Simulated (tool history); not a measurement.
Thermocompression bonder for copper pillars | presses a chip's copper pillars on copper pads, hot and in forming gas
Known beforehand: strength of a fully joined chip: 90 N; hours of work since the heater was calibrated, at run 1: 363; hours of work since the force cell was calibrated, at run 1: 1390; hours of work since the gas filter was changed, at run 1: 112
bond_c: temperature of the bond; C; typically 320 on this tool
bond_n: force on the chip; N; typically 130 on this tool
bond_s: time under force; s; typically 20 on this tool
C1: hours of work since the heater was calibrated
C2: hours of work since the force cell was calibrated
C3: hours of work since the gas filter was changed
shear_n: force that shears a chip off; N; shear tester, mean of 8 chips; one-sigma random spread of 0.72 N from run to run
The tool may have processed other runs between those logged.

{"run": 1, "hour": 0.0, "bond_c": 320, "bond_n": 130, "bond_s": 20, "C1": 363, "C2": 1390, "C3": 112, "shear_n": 45.4}
{"run": 2, "hour": 93.4, "bond_c": 320, "bond_n": 130, "bond_s": 20, "C1": 408, "C2": 1435, "C3": 157, "shear_n": 44.5}
{"hour": 119.5, "done": "forming gas filter changed"}
{"run": 3, "hour": 154.3, "bond_c": 320, "bond_n": 96, "bond_s": 20, "C1": 437, "C2": 1464, "C3": 17, "shear_n": 37.3}
{"run": 4, "hour": 255.2, "bond_c": 320, "bond_n": 96, "bond_s": 20, "C1": 485, "C2": 1513, "C3": 65, "shear_n": 36.5}
{"run": 5, "hour": 334.9, "bond_c": 320, "bond_n": 96, "bond_s": 20, "C1": 523, "C2": 1551, "C3": 103, "shear_n": 36.4}
{"run": 6, "hour": 403.1, "bond_c": 320, "bond_n": 96, "bond_s": 20, "C1": 556, "C2": 1584, "C3": 136, "shear_n": 35.3}
{"run": 7, "hour": 446.9, "bond_c": 320, "bond_n": 96, "bond_s": 20, "C1": 577, "C2": 1605, "C3": 157, "shear_n": 34.7}
{"hour": 470.5, "done": "forming gas filter changed"}
{"run": 8, "hour": 490.8, "bond_c": 320, "bond_n": 191, "bond_s": 40, "C1": 598, "C2": 1625, "C3": 10, "shear_n": 67.4}
{"run": 9, "hour": 533.5, "bond_c": 320, "bond_n": 130, "bond_s": 31, "C1": 619, "C2": 1646, "C3": 30, "shear_n": 51.4}
{"run": 10, "hour": 620.7, "bond_c": 320, "bond_n": 130, "bond_s": 31, "C1": 661, "C2": 1688, "C3": 72, "shear_n": 50.6}
{"run": 11, "hour": 682.3, "bond_c": 307, "bond_n": 182, "bond_s": 12, "C1": 690, "C2": 1718, "C3": 102, "shear_n": 39}

For run 12, what comes out?
{"run": 12, "hour": 748.3, "bond_c": 325, "bond_n": 180, "bond_s": 12, "C1": 722, "C2": 1749, "C3": 133, "shear_n": "?"}

Logged for run 12: shear_n 45.9 N.
Had the tool carried no hidden state, the very same run would have given shear_n 55.5 N.

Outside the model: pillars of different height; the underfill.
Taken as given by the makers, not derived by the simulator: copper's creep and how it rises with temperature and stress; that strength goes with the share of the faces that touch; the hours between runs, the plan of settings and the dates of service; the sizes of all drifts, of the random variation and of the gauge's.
